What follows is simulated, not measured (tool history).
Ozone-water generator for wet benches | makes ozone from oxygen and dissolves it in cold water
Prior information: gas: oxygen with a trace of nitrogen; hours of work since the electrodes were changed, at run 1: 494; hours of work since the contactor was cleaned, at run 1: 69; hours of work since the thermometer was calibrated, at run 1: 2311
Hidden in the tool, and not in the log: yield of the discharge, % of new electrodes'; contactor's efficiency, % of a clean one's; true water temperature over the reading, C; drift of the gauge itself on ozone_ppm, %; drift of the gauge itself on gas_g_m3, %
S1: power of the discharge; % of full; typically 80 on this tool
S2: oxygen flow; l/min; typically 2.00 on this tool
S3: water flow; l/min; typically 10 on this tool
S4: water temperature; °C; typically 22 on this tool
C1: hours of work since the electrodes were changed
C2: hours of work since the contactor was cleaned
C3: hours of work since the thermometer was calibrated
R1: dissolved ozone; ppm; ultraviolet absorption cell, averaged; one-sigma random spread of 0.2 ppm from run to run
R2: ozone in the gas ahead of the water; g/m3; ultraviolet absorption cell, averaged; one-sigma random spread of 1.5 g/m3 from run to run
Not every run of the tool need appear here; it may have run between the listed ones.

{"run": 1, "hour": 0.0, "S1": 80, "S2": 2.0, "S3": 10, "S4": 22, "C1": 494, "C2": 69, "C3": 2311, "R1": 26.8, "R2": 275.4}
{"run": 2, "hour": 32.0, "S1": 80, "S2": 2.0, "S3": 10, "S4": 22, "C1": 516, "C2": 90, "C3": 2332, "R1": 26.8, "R2": 274.4}
{"run": 3, "hour": 51.5, "S1": 80, "S2": 2.0, "S3": 10, "S4": 25, "C1": 529, "C2": 103, "C3": 2345, "R1": 25.8, "R2": 273.0}
{"run": 4, "hour": 65.4, "S1": 80, "S2": 2.0, "S3": 10, "S4": 25, "C1": 538, "C2": 113, "C3": 2354, "R1": 25.8, "R2": 276.3}
{"run": 5, "hour": 88.5, "S1": 80, "S2": 2.0, "S3": 10, "S4": 22, "C1": 553, "C2": 128, "C3": 2370, "R1": 26.7, "R2": 274.7}
{"run": 6, "hour": 110.7, "S1": 80, "S2": 2.0, "S3": 15, "S4": 22, "C1": 568, "C2": 143, "C3": 2385, "R1": 18.4, "R2": 274.8}
{"run": 7, "hour": 139.7, "S1": 80, "S2": 1.4, "S3": 10, "S4": 22, "C1": 588, "C2": 162, "C3": 2404, "R1": 23.9, "R2": 303.6}
{"run": 8, "hour": 172.2, "S1": 78, "S2": 1.4, "S3": 10, "S4": 22, "C1": 609, "C2": 184, "C3": 2426, "R1": 23.1, "R2": 296.6}
{"run": 9, "hour": 204.7, "S1": 80, "S2": 3.53, "S3": 7, "S4": 23, "C1": 631, "C2": 206, "C3": 2448, "R1": 36.5, "R2": 226.8}
{"run": 10, "hour": 237.6, "S1": 98, "S2": 2.0, "S3": 10, "S4": 14, "C1": 653, "C2": 228, "C3": 2470, "R1": 35.0, "R2": 324.4}
{"hour": 243.6, "done": "contactor cleaned"}
{"run": 11, "hour": 260.2, "S1": 98, "S2": 2.0, "S3": 10, "S4": 14, "C1": 666, "C2": 11, "C3": 2482, "R1": 34.9, "R2": 323.7}
{"run": 12, "hour": 279.9, "S1": 46, "S2": 2.73, "S3": 11, "S4": 15, "C1": 679, "C2": 24, "C3": 2495, "R1": 18.0, "R2": 155.1}
{"run": 13, "hour": 301.4, "S1": 46, "S2": 2.73, "S3": 11, "S4": 15, "C1": 693, "C2": 39, "C3": 2510, "R1": 18.2, "R2": 154.0}
{"run": 14, "hour": 315.3, "S1": 80, "S2": 2.89, "S3": 15, "S4": 22, "C1": 702, "C2": 48, "C3": 2519, "R1": 20.8, "R2": 243.3}
{"run": 15, "hour": 329.0, "S1": 80, "S2": 1.05, "S3": 12, "S4": 22, "C1": 711, "C2": 57, "C3": 2528, "R1": 17.5, "R2": 329.1}
{"hour": 337.2, "done": "contactor cleaned, once more"}
{"run": 16, "hour": 352.9, "S1": 80, "S2": 1.05, "S3": 12, "S4": 22, "C1": 725, "C2": 10, "C3": 2541, "R1": 17.9, "R2": 333.0}

What if the next run were any one of these 5? Each begins from the tool's condition after run 16:
{"run": "A", "hour": 374.4, "S1": 51, "S2": 3.14, "S3": 12, "S4": 15, "C1": 739, "C2": 25, "C3": 2556, "R1": "?", "R2": "?"}
{"run": "B", "hour": 374.4, "S1": 80, "S2": 2.32, "S3": 10, "S4": 15, "C1": 739, "C2": 25, "C3": 2556, "R1": "?", "R2": "?"}
{"run": "C", "hour": 374.4, "S1": 80, "S2": 2.74, "S3": 15, "S4": 25, "C1": 739, "C2": 25, "C3": 2556, "R1": "?", "R2": "?"}
{"run": "D", "hour": 374.4, "S1": 80, "S2": 1.03, "S3": 12, "S4": 25, "C1": 739, "C2": 25, "C3": 2556, "R1": "?", "R2": "?"}
{"run": "E", "hour": 374.4, "S1": 53, "S2": 1.05, "S3": 10, "S4": 16, "C1": 739, "C2": 25, "C3": 2556, "R1": "?", "R2": "?"}

run=A R1=19.4 R2=160.5
run=B R1=30.4 R2=258.8
run=C R1=19.6 R2=246.3
run=D R1=16.9 R2=330.6
run=E R1=15.6 R2=230.7
Had the tool no hidden state, the same runs would have come out as:
run=A R1=20.1 R2=165.5
run=B R1=32.0 R2=271.4
run=C R1=20.6 R2=258.4
run=D R1=17.7 R2=346.8
run=E R1=16.1 R2=238.3
